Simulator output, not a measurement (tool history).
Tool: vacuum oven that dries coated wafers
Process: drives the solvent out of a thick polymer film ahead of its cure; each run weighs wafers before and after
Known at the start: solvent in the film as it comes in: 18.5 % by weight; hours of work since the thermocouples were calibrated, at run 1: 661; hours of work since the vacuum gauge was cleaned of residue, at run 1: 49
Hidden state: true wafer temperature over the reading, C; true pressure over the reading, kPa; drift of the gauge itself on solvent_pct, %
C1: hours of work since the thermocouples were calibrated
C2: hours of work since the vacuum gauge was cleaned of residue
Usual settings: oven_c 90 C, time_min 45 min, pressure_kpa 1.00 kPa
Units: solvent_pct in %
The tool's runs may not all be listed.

Run 1, day 0.000: usual settings; C1 661; C2 49. Result: solvent_pct 3.75 %.
Run 2, day 0.542: usual settings; C1 670; C2 57. Result: solvent_pct 3.70 %.
Run 3, day 1.067: usual settings but oven_c 77 C; C1 678; C2 66. Result: solvent_pct 7.66 %.
Run 4, day 1.471: usual settings but oven_c 77 C; C1 685; C2 72. Result: solvent_pct 7.62 %.
Run 5, day 2.229: usual settings but oven_c 77 C; C1 697; C2 84. Result: solvent_pct 7.60 %.
Run 6, day 2.725: usual settings; C1 705; C2 92. Result: solvent_pct 3.69 %.
Run 7, day 3.262: usual settings; C1 713; C2 101. Result: solvent_pct 3.74 %.
Run 8, day 3.688: usual settings; C1 720; C2 108. Result: solvent_pct 3.70 %.
Run 9, day 4.171: usual settings but time_min 34 min; C1 728; C2 115. Result: solvent_pct 5.09 %.
Run 10, day 4.646: usual settings but time_min 34 min; C1 735; C2 123. Result: solvent_pct 5.02 %.
Run 11, day 5.171: usual settings but time_min 34 min; C1 744; C2 131. Result: solvent_pct 5.08 %.
Run 12, day 6.104: usual settings; C1 759; C2 146. Result: solvent_pct 3.63 %.
At day 6.296: oven's thermocouples calibrated.
Run 13, day 6.646: usual settings; C1 6; C2 153. Result: solvent_pct 4.24 %.
Run 14, day 7.546: usual settings; C1 20; C2 168. Result: solvent_pct 4.20 %.
Run 15, day 8.442: usual settings but pressure_kpa 2.50 kPa; C1 34; C2 182. Result: solvent_pct 5.29 %.
Run 16, day 9.000: usual settings but pressure_kpa 0.65 kPa; C1 43; C2 191. Result: solvent_pct 3.89 %.
Run 17, day 9.671: usual settings but pressure_kpa 0.65 kPa; C1 54; C2 202. Result: solvent_pct 3.85 %.
Run 18, day 10.367: usual settings but pressure_kpa 0.65 kPa; C1 65; C2 213. Result: solvent_pct 3.87 %.
Run 19, day 10.783: usual settings but pressure_kpa 0.65 kPa; C1 72; C2 219. Result: solvent_pct 3.89 %.
Run 20, day 11.371: usual settings but pressure_kpa 0.65 kPa; C1 81; C2 229. Result: solvent_pct 3.86 %.
Run 21, day 11.883: usual settings but time_min 22 min; C1 89; C2 237. Result: solvent_pct 7.84 %.
Run 22, day 12.800: usual settings but time_min 22 min; C1 104; C2 252. Result: solvent_pct 7.78 %.
Run 23, day 13.288: usual settings but oven_c 101 C; C1 112; C2 259. Result: solvent_pct 1.73 %.
Run 24, day 14.254: usual settings but oven_c 97 C, time_min 38 min; C1 127; C2 275. Result: solvent_pct 3.04 %.
Run 25, day 15.233: usual settings but time_min 54 min; C1 143; C2 290. Result: solvent_pct 3.32 %.
Run 26, day 16.100: usual settings but time_min 26 min, pressure_kpa 0.75 kPa; C1 156; C2 304. Result: solvent_pct 6.71 %.
Run 27, day 16.929: usual settings but oven_c 103 C, time_min 34 min, pressure_kpa 1.93 kPa; C1 170; C2 317. Result: solvent_pct 2.69 %.
Run 28, day 17.471: usual settings but oven_c 87 C, time_min 26 min, pressure_kpa 0.52 kPa; C1 178; C2 326. Result: solvent_pct 7.49 %.
Run 29, day 18.196: usual settings but oven_c 87 C, time_min 26 min, pressure_kpa 0.52 kPa; C1 190; C2 338. Result: solvent_pct 7.46 %.
Run 30, day 18.975: usual settings but oven_c 80 C, time_min 80 min, pressure_kpa 0.76 kPa; C1 202; C2 350. Result: solvent_pct 4.01 %.
Run 31, day 19.683: usual settings but oven_c 101 C, time_min 63 min, pressure_kpa 3.92 kPa; C1 214; C2 361. Result: solvent_pct 2.78 %.
Run 32, day 20.354: usual settings but oven_c 78 C, time_min 66 min, pressure_kpa 0.82 kPa; C1 224; C2 372. Result: solvent_pct 5.66 %.
Run 33, day 21.167: usual settings but oven_c 78 C, time_min 66 min, pressure_kpa 0.82 kPa; C1 237; C2 385. Result: solvent_pct 5.71 %.
Run 34, day 21.850: usual settings but oven_c 78 C, time_min 66 min, pressure_kpa 2.07 kPa; C1 248; C2 396. Result: solvent_pct 7.03 %.
Run 35, day 22.792: usual settings but oven_c 78 C, time_min 66 min, pressure_kpa 2.07 kPa; C1 263; C2 411. Result: solvent_pct 7.05 %.
Run 36, day 23.462: usual settings but oven_c 85 C, pressure_kpa 0.60 kPa; C1 274; C2 422. Result: solvent_pct 5.28 %.
Run 37, day 23.917: usual settings but oven_c 93 C, time_min 66 min, pressure_kpa 0.68 kPa; C1 281; C2 429. Result: solvent_pct 1.71 %.
Run 38, day 24.646: usual settings but oven_c 84 C, pressure_kpa 0.95 kPa; C1 293; C2 441. Result: solvent_pct 5.83 %.
Run 39, day 25.388: usual settings but oven_c 77 C, time_min 37 min, pressure_kpa 0.79 kPa; C1 305; C2 452. Result: solvent_pct 8.78 %.
Run 40, day 26.362: usual settings but oven_c 77 C, time_min 37 min, pressure_kpa 0.79 kPa; C1 320; C2 468. Result: solvent_pct 8.91 %.
Run 41, day 27.071: usual settings but oven_c 85 C, time_min 37 min, pressure_kpa 1.45 kPa; C1 331; C2 479. Result: solvent_pct 6.81 %.
Run 42, day 27.633: usual settings but oven_c 93 C, time_min 58 min, pressure_kpa 0.52 kPa; C1 340; C2 488. Result: solvent_pct 1.98 %.
Run 43, day 28.129: usual settings but oven_c 93 C, time_min 58 min, pressure_kpa 0.52 kPa; C1 348; C2 496. Result: solvent_pct 1.94 %.
Run 44, day 28.667: usual settings but oven_c 94 C, time_min 32 min, pressure_kpa 2.24 kPa; C1 357; C2 505. Result: solvent_pct 5.40 %.
Run 45, day 29.362: usual settings but oven_c 97 C, time_min 59 min, pressure_kpa 1.08 kPa; C1 368; C2 516. Result: solvent_pct 1.66 %.
Run 46, day 29.912: usual settings but oven_c 102 C, time_min 57 min, pressure_kpa 3.72 kPa; C1 377; C2 525. Result: solvent_pct 2.54 %.

5 ways to go on from here, each from the tool as it stands after run 46. What would each give?
Run A, day 30.533: usual settings but oven_c 102 C, time_min 26 min, pressure_kpa 0.50 kPa; C1 387; C2 535. Result: solvent_pct ?.
Run B, day 30.533: usual settings but oven_c 102 C, time_min 70 min, pressure_kpa 1.49 kPa; C1 387; C2 535. Result: solvent_pct ?.
Run C, day 30.533: usual settings but oven_c 79 C, time_min 59 min, pressure_kpa 1.02 kPa; C1 387; C2 535. Result: solvent_pct ?.
Run D, day 30.533: usual settings but oven_c 102 C, time_min 52 min, pressure_kpa 3.72 kPa; C1 387; C2 535. Result: solvent_pct ?.
Run E, day 30.533: usual settings but oven_c 83 C, time_min 57 min, pressure_kpa 1.06 kPa; C1 387; C2 535. Result: solvent_pct ?.

run  solvent_pct
  A         3.25
  B         1.15
  C         6.21
  D         2.73
  E         4.97
Without the tool's hidden state the same runs would have given:
run  solvent_pct
  A         3.31
  B         1.10
  C         6.24
  D         2.73
  E         5.00
